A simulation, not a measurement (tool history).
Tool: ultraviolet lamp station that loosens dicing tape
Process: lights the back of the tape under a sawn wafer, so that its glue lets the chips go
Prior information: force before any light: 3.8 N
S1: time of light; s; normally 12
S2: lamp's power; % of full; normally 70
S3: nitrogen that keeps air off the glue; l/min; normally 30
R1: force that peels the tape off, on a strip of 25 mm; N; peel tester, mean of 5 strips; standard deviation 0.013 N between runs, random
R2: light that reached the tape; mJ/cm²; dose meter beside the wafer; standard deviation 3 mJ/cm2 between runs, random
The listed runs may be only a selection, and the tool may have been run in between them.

Run 1, hour 0: usual settings. Result: R1 0.918 N, R2 317 mJ/cm².
Run 2, hour 48.1: usual settings. Result: R1 0.956 N, R2 317 mJ/cm².
Run 3, hour 92.2: usual settings. Result: R1 0.994 N, R2 308 mJ/cm².
Run 4, hour 133.9: usual settings. Result: R1 0.989 N, R2 301 mJ/cm².
Run 5, hour 182.1: usual settings. Result: R1 0.999 N, R2 301 mJ/cm².
Run 6, hour 219.5: usual settings. Result: R1 0.992 N, R2 294 mJ/cm².
Run 7, hour 289.6: usual settings. Result: R1 1.048 N, R2 291 mJ/cm².
Run 8, hour 342.9: usual settings but S1 10 s. Result: R1 1.272 N, R2 237 mJ/cm².
At hour 398.2: window cleaned of glue's vapour.
Run 9, hour 399.3: usual settings but S1 10 s. Result: R1 1.141 N, R2 276 mJ/cm².
Run 10, hour 450.6: usual settings but S1 10 s. Result: R1 1.126 N, R2 272 mJ/cm².
Run 11, hour 481.8: usual settings but S1 15 s. Result: R1 0.685 N, R2 395 mJ/cm².
At hour 554.5: lamp changed.
Run 12, hour 556.8: usual settings. Result: R1 0.62 N, R2 424 mJ/cm².
Run 13, hour 591: usual settings. Result: R1 0.655 N, R2 423 mJ/cm².
Run 14, hour 625: usual settings. Result: R1 0.652 N, R2 421 mJ/cm².
Run 15, hour 689.1: usual settings but S2 98 % of full. Result: R1 0.392 N, R2 579 mJ/cm².
Run 16, hour 765.6: usual settings but S2 98 % of full, S3 39 l/min. Result: R1 0.37 N, R2 563 mJ/cm².
Run 17, hour 798.6: usual settings but S2 98 % of full, S3 39 l/min. Result: R1 0.358 N, R2 560 mJ/cm².
Run 18, hour 853: usual settings but S1 20 s, S2 98 % of full, S3 39 l/min. Result: R1 0.202 N, R2 922 mJ/cm².
Run 19, hour 922.7: usual settings but S1 20 s, S2 98 % of full, S3 39 l/min. Result: R1 0.195 N, R2 903 mJ/cm².
Run 20, hour 959.5: usual settings but S2 72 % of full, S3 13 l/min. Result: R1 0.946 N, R2 395 mJ/cm².
Run 21, hour 1023.7: usual settings but S1 17 s, S3 20 l/min. Result: R1 0.529 N, R2 536 mJ/cm².
Run 22, hour 1083: usual settings but S1 9 s, S3 16 l/min. Result: R1 1.307 N, R2 272 mJ/cm².
Run 23, hour 1140.4: usual settings but S1 16 s, S2 76 % of full, S3 16 l/min. Result: R1 0.574 N, R2 523 mJ/cm².
Run 24, hour 1192.7: usual settings but S1 16 s, S2 76 % of full, S3 16 l/min. Result: R1 0.606 N, R2 517 mJ/cm².
Run 25, hour 1248: usual settings but S1 14 s, S2 69 % of full, S3 14 l/min. Result: R1 0.889 N, R2 403 mJ/cm².
Run 26, hour 1282.3: usual settings but S1 21 s, S2 74 % of full, S3 11 l/min. Result: R1 0.5 N, R2 639 mJ/cm².
Run 27, hour 1317: usual settings but S1 21 s, S2 74 % of full, S3 11 l/min. Result: R1 0.494 N, R2 641 mJ/cm².
Run 28, hour 1367.4: usual settings but S1 14 s, S3 11 l/min. Result: R1 0.983 N, R2 391 mJ/cm².
Run 29, hour 1419.3: usual settings but S1 17 s, S2 94 % of full. Result: R1 0.315 N, R2 628 mJ/cm².
Run 30, hour 1469: usual settings but S2 62 % of full, S3 9 l/min. Result: R1 1.505 N, R2 288 mJ/cm².
Run 31, hour 1539.7: usual settings but S2 73 % of full, S3 13 l/min. Result: R1 1.132 N, R2 333 mJ/cm².
Run 32, hour 1583.4: usual settings but S1 18 s, S2 73 % of full, S3 20 l/min. Result: R1 0.554 N, R2 494 mJ/cm².
Run 33, hour 1638.8: usual settings but S1 18 s, S2 73 % of full, S3 20 l/min. Result: R1 0.582 N, R2 485 mJ/cm².
Run 34, hour 1711.3: usual settings but S1 18 s, S2 73 % of full, S3 20 l/min. Result: R1 0.627 N, R2 473 mJ/cm².
Run 35, hour 1761.8: usual settings but S2 61 % of full, S3 9 l/min. Result: R1 1.605 N, R2 259 mJ/cm².
Run 36, hour 1832: usual settings but S1 10 s, S2 80 % of full, S3 10 l/min. Result: R1 1.526 N, R2 281 mJ/cm².
Run 37, hour 1907.3: usual settings but S1 10 s, S2 80 % of full, S3 10 l/min. Result: R1 1.483 N, R2 271 mJ/cm².
At hour 1945.2: window cleaned of glue's vapour.
Run 38, hour 1960: usual settings but S1 10 s, S2 80 % of full, S3 10 l/min. Result: R1 1.302 N, R2 315 mJ/cm².

Here are 4 independent what-if runs from the current tool condition. What would each one return?
Run A, hour 1991.3: usual settings but S1 14 s, S2 85 % of full. Result: R1 ?, R2 ?.
Run B, hour 1991.3: usual settings but S1 23 s, S2 80 % of full, S3 44 l/min. Result: R1 ?, R2 ?.
Run C, hour 1991.3: usual settings but S1 8 s, S2 82 % of full, S3 33 l/min. Result: R1 ?, R2 ?.
Run D, hour 1991.3: usual settings but S1 16 s, S2 80 % of full, S3 10 l/min. Result: R1 ?, R2 ?.

run     R1   R2
  A  0.564  458
  B  0.252  704
  C  1.198  254
  D  0.781  494
Without the tool's unlogged condition, the same runs would have read:
run     R1   R2
  A  0.349  619
  B  0.191  954
  C  0.829  344
  D  0.493  669
